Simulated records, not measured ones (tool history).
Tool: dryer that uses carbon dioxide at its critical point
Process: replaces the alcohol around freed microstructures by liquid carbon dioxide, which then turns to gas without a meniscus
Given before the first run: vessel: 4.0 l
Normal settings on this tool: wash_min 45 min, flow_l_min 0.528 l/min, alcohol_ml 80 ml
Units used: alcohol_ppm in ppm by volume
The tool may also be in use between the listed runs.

run    day  wash_min  flow_l_min  alcohol_ml  alcohol_ppm
  1  0.000        45       0.528          80          156
  2  0.296        45       0.528          80          167
  3  0.696        45       0.528          80          169
  4  0.946        45       0.528          80          158
  5  1.179        45       0.528          80          172
  6  1.383        45       0.528          80          173
  7  1.642        45       0.528          80          175
  8  2.042        45       0.528          80          184
  9  2.254        45       0.528          42          109
 10  2.504        45       0.528         112          235
 11  2.779        45       0.528         112          223
 12  2.950        45       0.706          80           76
 13  3.321        45       0.528          36          116
 14  3.533        45       0.528          36          107
 15  3.817        45       0.528          36          110
 16  4.017        45       0.528          36          116
 17  4.333        45       0.528          36          112
 18  4.550        45       0.730          36           52
 19  4.888        45       0.730          36           67
 20  5.083        32       0.528          80          642
 21  5.392        43       0.528          80          220
 22  5.558        45       0.528          80          192
 23  5.896        44       0.530          80          219
 24  6.154        44       0.530          80          212
 25  6.321        44       0.423          80          520
 26  6.550        45       0.528          34          118
 27  6.838        45       0.437          27          184
 28  7.221        62       0.528          35           75
 29  7.521        42       0.622          80          145
 30  7.788        45       0.836          56           65
 31  8.125        45       0.351          58          682
 32  8.296        45       0.434          48          297

Expected results for the next run?
 33  8.621        45       0.434          48            ?

alcohol_ppm: 297 ppm by volume
Were there no unlogged condition in the tool, this run, its random variation unchanged, would have produced alcohol_ppm 183 ppm by volume.
